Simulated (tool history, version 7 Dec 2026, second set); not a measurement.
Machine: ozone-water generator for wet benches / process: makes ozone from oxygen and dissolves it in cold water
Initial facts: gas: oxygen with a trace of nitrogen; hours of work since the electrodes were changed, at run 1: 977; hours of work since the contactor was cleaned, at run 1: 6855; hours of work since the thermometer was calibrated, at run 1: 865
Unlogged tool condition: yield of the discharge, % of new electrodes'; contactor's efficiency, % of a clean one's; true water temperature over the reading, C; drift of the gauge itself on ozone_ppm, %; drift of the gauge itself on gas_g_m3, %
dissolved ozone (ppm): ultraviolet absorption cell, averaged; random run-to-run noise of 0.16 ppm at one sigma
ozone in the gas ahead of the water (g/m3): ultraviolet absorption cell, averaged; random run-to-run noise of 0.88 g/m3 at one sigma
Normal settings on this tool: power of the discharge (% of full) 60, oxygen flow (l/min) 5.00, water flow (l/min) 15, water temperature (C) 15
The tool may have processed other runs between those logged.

run,day,power of the discharge (% of full),oxygen flow (l/min),water flow (l/min),water temperature (C),hours of work since the electrodes were changed,hours of work since the contactor was cleaned,hours of work since the thermometer was calibrated,dissolved ozone (ppm),ozone in the gas ahead of the water (g/m3)
1,0.000,60,5.00,15,15,977,6855,865,19.0,143.1
2,4.150,60,5.00,15,15,1071,6949,959,19.4,142.7
3,6.421,60,5.00,15,15,1122,7000,1010,19.0,141.4
4,10.042,60,5.00,15,15,1204,7082,1092,19.1,142.9
5,11.933,60,5.00,15,15,1247,7125,1135,19.2,143.4
6,14.583,60,5.00,15,23,1307,7185,1195,16.6,143.7
7,17.588,60,5.00,15,23,1375,7253,1263,16.8,141.8
8,20.971,60,5.00,15,23,1451,7329,1339,16.7,139.9
9,25.146,46,5.00,15,23,1545,7423,1433,14.0,118.4
10,28.912,46,5.00,15,23,1631,7509,1519,13.7,117.8
11,32.108,42,5.00,15,15,1703,7581,1591,14.9,112.5
12,35.367,42,5.00,15,15,1776,7654,1664,15.1,112.5
13,39.538,42,5.00,15,15,1871,7749,1759,14.7,111.8
14,41.788,60,5.00,15,15,1921,7799,1809,18.9,140.7
15,44.192,60,5.00,15,15,1976,7854,1864,18.6,141.2
16,47.171,67,5.00,15,15,2043,7921,1931,20.0,149.2
17,50.267,54,6.02,14,8,2113,7991,2001,20.7,117.7
18,52.446,41,5.29,23,8,2162,8040,2050,10.5,106.2
19,56.383,50,5.00,9,8,2251,8129,2139,27.0,123.5
20,58.796,80,5.53,15,15,2306,8184,2194,22.5,156.2
21,62.108,80,5.53,15,15,2380,8258,2268,22.0,158.0
22,65.746,60,3.52,15,10,2463,8341,2351,20.1,170.1
23,69.742,60,3.52,15,10,2553,8431,2441,20.0,169.9
24,71.817,60,3.52,15,10,2600,8478,2488,19.8,172.5
25,73.975,61,6.73,22,10,2649,8527,2537,13.8,116.8
26,78.188,55,4.48,19,20,2744,8622,2632,13.1,140.4
27,79.946,60,3.99,15,15,2783,8662,2672,18.7,158.7
28,84.050,60,3.99,15,13,2876,8754,2764,19.0,159.4
29,86.267,60,3.99,15,13,2926,8804,2814,19.1,157.8
# day 90.075: contactor cleaned
30,90.158,73,4.03,21,22,3010,2,2898,14.5,177.8
31,93.296,62,5.00,15,8,3081,73,2969,21.6,141.0
32,96.712,76,4.73,17,8,3158,150,3047,21.9,164.9

Here are 4 independent what-if runs from the current tool condition. What would each one return?
A,98.862,60,5.00,22,9,3207,199,3095,?,?
B,98.862,96,4.73,11,22,3207,199,3095,?,?
C,98.862,100,4.73,17,12,3207,199,3095,?,?
D,98.862,76,2.87,20,19,3207,199,3095,?,?

run,dissolved ozone (ppm),ozone in the gas ahead of the water (g/m3)
A,14.5,138.2
B,28.7,191.7
C,25.1,196.2
D,16.1,225.6
With the hidden condition removed and each run's random variation left untouched, the same runs would have given:
run,dissolved ozone (ppm),ozone in the gas ahead of the water (g/m3)
A,15.3,145.3
B,30.9,204.9
C,27.1,210.0
D,17.2,239.1
